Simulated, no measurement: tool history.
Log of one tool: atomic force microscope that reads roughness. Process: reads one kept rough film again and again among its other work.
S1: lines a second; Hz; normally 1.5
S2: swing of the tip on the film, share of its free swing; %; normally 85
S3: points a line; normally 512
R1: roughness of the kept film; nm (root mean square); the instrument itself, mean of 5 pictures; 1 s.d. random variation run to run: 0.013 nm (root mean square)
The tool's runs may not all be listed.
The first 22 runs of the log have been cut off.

| run | hour | S1 | S2 | S3 | R1 |
|---|---|---|---|---|---|
| 23 | 493.1 | 3.14 | 81 | 654 | 2.648 |
| 24 | 512.9 | 0.57 | 57 | 654 | 3.525 |
|  | 530 | new tip fitted |
| 25 | 535.4 | 1.55 | 57 | 654 | 3.427 |
| 26 | 552.7 | 1.55 | 57 | 654 | 3.413 |
| 27 | 575.6 | 3.87 | 85 | 418 | 2.338 |
| 28 | 594.5 | 0.86 | 85 | 512 | 3.181 |
|  | 602.7 | new tip fitted |
| 29 | 612 | 1.57 | 71 | 407 | 3.24 |
| 30 | 629.7 | 1.5 | 59 | 512 | 3.397 |
| 31 | 658.9 | 1.5 | 59 | 512 | 3.436 |
|  | 675.5 | new tip fitted |
| 32 | 682.3 | 1.5 | 59 | 512 | 3.413 |
| 33 | 702 | 1.5 | 59 | 512 | 3.414 |

Each row is a separate what-if for the run after 33, all from the same tool condition, not one after another. Results?
| A | 731.8 | 1.5 | 60 | 512 | ? |
| B | 731.8 | 3.49 | 59 | 512 | ? |
| C | 731.8 | 1.5 | 85 | 260 | ? |
| D | 731.8 | 2.07 | 80 | 682 | ? |

| run | R1 |
|---|---|
| A | 3.414 |
| B | 3.228 |
| C | 2.931 |
| D | 2.931 |
The same runs, with their run-to-run variation unchanged, on a tool lacking any hidden condition would have given:
| run | R1 |
|---|---|
| A | 3.42 |
| B | 3.233 |
| C | 2.936 |
| D | 2.935 |
